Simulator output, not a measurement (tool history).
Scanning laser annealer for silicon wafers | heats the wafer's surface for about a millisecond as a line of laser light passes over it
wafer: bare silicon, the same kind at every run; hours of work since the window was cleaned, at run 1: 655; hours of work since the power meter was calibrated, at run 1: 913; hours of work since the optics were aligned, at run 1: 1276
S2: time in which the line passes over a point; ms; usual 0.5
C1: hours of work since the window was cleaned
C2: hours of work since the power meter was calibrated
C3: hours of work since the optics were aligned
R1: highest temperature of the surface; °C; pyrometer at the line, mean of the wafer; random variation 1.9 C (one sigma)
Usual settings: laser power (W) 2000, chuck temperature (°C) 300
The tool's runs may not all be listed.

Run 1, day 0: usual settings; C1 655; C2 913; C3 1276. Result: R1 1078 °C.
Run 2, day 1.921: usual settings; C1 679; C2 937; C3 1300. Result: R1 1074 °C.
Run 3, day 4.021: usual settings; C1 705; C2 963; C3 1326. Result: R1 1081 °C.
At day 5.017: window over the wafer cleaned.
Run 4, day 5.971: usual settings; C1 12; C2 986; C3 1349. Result: R1 1108 °C.
Run 5, day 7.262: usual settings but S2 0.367 ms; C1 28; C2 1002; C3 1365. Result: R1 984 °C.
Run 6, day 8.554: usual settings but S2 0.526 ms; C1 44; C2 1018; C3 1381. Result: R1 1131 °C.
Run 7, day 10.833: usual settings but laser power (W) 1870, S2 0.405 ms, chuck temperature (°C) 305; C1 72; C2 1046; C3 1409. Result: R1 986 °C.
Run 8, day 12.083: usual settings but laser power (W) 1870, S2 0.405 ms, chuck temperature (°C) 305; C1 87; C2 1061; C3 1425. Result: R1 983 °C.
Run 9, day 14.038: usual settings but chuck temperature (°C) 299; C1 112; C2 1086; C3 1449. Result: R1 1106 °C.
Run 10, day 15.821: usual settings but chuck temperature (°C) 299; C1 134; C2 1108; C3 1471. Result: R1 1101 °C.

3 ways to go on from here, each from the tool as it stands after run 10. What would each give?
Run A, day 17.796: usual settings but laser power (W) 1915, S2 0.57 ms, chuck temperature (°C) 327; C1 158; C2 1132; C3 1495. Result: R1 ?.
Run B, day 17.796: usual settings but laser power (W) 1729, S2 0.552 ms; C1 158; C2 1132; C3 1495. Result: R1 ?.
Run C, day 17.796: usual settings but laser power (W) 2192, S2 0.549 ms, chuck temperature (°C) 265; C1 158; C2 1132; C3 1495. Result: R1 ?.

run    R1
  A  1155
  B  1040
  C  1181
Without the tool's hidden state the same runs would have given:
run    R1
  A  1184
  B  1066
  C  1213
